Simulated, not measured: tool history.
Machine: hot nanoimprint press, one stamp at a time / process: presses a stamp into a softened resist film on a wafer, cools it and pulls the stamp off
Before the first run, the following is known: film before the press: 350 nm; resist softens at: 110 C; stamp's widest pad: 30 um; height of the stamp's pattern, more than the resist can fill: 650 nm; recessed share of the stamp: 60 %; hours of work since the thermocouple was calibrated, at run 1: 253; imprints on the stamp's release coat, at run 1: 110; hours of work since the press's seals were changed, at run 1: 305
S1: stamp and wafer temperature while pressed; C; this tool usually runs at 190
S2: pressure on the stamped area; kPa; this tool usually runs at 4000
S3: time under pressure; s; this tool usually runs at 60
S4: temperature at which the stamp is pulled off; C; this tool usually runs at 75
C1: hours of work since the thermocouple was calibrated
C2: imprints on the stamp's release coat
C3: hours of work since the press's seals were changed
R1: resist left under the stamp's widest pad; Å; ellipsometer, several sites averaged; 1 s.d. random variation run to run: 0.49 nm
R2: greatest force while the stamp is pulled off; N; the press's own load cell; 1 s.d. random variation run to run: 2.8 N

run    hour   S1    S2  S3  S4   C1   C2   C3    R1   R2
  1       0  190  4000  60  75  253  110  305  1460  231
  2    25.4  190  4000  60  75  267  188  319  1458  231
  3      52  190  4000  60  75  283  270  334  1464  237
  4   104.5  190  4000  60  75  313  431  364  1463  240
  5     144  190  4000  60  75  335  553  387  1456  251
      153.9  -- stamp cleaned and given a new release coat
  6   174.7  190  4000  60  75  349   64  401  1460  231
  7   220.9  190  4000  60  66  375  206  427  1445  260
  8   258.7  190  4000  60  75  397  322  449  1459  243
  9   306.7  190  4000  60  75  424  470  476  1461  246
      344.8  -- stamp cleaned and given a new release coat
        351  -- plate thermocouple calibrated
 10     366  190  4000  60  75    9   56  505  1497  238
 11   419.3  190  5680  60  75   39  220  535  1270  237
 12   456.6  190  5680  60  75   60  335  556  1265  243
 13   503.4  190  4000  60  75   87  479  583  1492  244
      535.6  -- stamp cleaned and given a new release coat
 14   550.7  190  4000  60  75  110   47  607  1485  229
 15   591.3  190  4000  60  75  134  172  630  1487  233
 16   627.3  190  4000  60  75  154  283  650  1480  243
 17   676.7  201  2520  43  75  182  435  678  1442  244
 18   712.1  190  4830  60  75  202  543  699  1365  245
      726.5  -- stamp cleaned and given a new release coat
 19   740.1  199  6230  35  71  215   42  711  1081  239
 20   764.9  199  6230  35  74  229  118  725  1083  239
 21   800.8  199  6230  42  64  250  229  746  1000  266
 22   827.5  199  5890  37  66  265  311  761  1089  265
 23   868.9  192  4000  83  75  288  439  785  1207  249
      915.5  -- stamp cleaned and given a new release coat
 24   916.2  192  4000  83  75  312    3  808  1209  229
 25   954.8  192  4000  83  67  334  121  830  1205  251
 26   996.4  192  4000  83  67  358  249  854  1208  259
 27  1024.5  192  4000  83  69  374  336  870  1207  255
 28  1069.9  190  4000  60  75  399  475  896  1477  243
     1105.2  -- stamp cleaned and given a new release coat
 29    1130  190  4000  60  75  430   76  927  1457  225
     1157.5  -- plate thermocouple calibrated
 30  1159.3  190  5000  60  75    1  157  942  1376  242

Entry by entry between the runs, the difference in hidden state between the last listed run before and the first listed run after:
Runs 5 to 6: stamp cleaned and given a new release coat (hour 153.9)
  true temperature over the reading, C: 0.65 -> 0.69; pressure that arrives at the usual setting, %: 97.4 -> 97.3; grip of the stamp's worn release coat, % over a new coat's: 9.5 -> 1.1
  difference, measured minus the result without the unlogged condition, R1: -16 -> -18 Å; R2: +21 -> +1 N
Runs 9 to 10: stamp cleaned and given a new release coat (hour 344.8); plate thermocouple calibrated (hour 351)
  true temperature over the reading, C: 0.85 -> -0.03; pressure that arrives at the usual setting, %: 96.81 -> 96.63; grip of the stamp's worn release coat, % over a new coat's: 8.1 -> 0.9
  difference, measured minus the result without the unlogged condition, R1: -22 -> +26 Å; R2: +17 -> +3 N
Runs 13 to 14: stamp cleaned and given a new release coat (hour 535.6)
  true temperature over the reading, C: 0.15 -> 0.21; pressure that arrives at the usual setting, %: 96.11 -> 95.96; grip of the stamp's worn release coat, % over a new coat's: 8.2 -> 0.8
  difference, measured minus the result without the unlogged condition, R1: +20 -> +18 Å; R2: +18 -> +1 N
Runs 18 to 19: stamp cleaned and given a new release coat (hour 726.5)
  true temperature over the reading, C: 0.42 -> 0.45; pressure that arrives at the usual setting, %: 95.35 -> 95.27; grip of the stamp's worn release coat, % over a new coat's: 9.4 -> 0.7
  difference, measured minus the result without the unlogged condition, R1: +17 -> +26 Å; R2: +20 -> +1 N
Runs 23 to 24: stamp cleaned and given a new release coat (hour 915.5)
  true temperature over the reading, C: 0.62 -> 0.67; pressure that arrives at the usual setting, %: 94.78 -> 94.63; grip of the stamp's worn release coat, % over a new coat's: 7.5 -> 0.1
  difference, measured minus the result without the unlogged condition, R1: +5 -> +4 Å; R2: +16 -> -2 N
Runs 28 to 29: stamp cleaned and given a new release coat (hour 1105.2)
  true temperature over the reading, C: 0.87 -> 0.94; pressure that arrives at the usual setting, %: 94.06 -> 93.84; grip of the stamp's worn release coat, % over a new coat's: 8.2 -> 1.3
  difference, measured minus the result without the unlogged condition, R1: -3 -> -4 Å; R2: +16 -> +0 N
Runs 29 to 30: plate thermocouple calibrated (hour 1157.5)
  true temperature over the reading, C: 0.94 -> -0.07; pressure that arrives at the usual setting, %: 93.84 -> 93.75; grip of the stamp's worn release coat, % over a new coat's: 1.3 -> 2.7
  difference, measured minus the result without the unlogged condition, R1: -4 -> +58 Å; R2: +0 -> +6 N
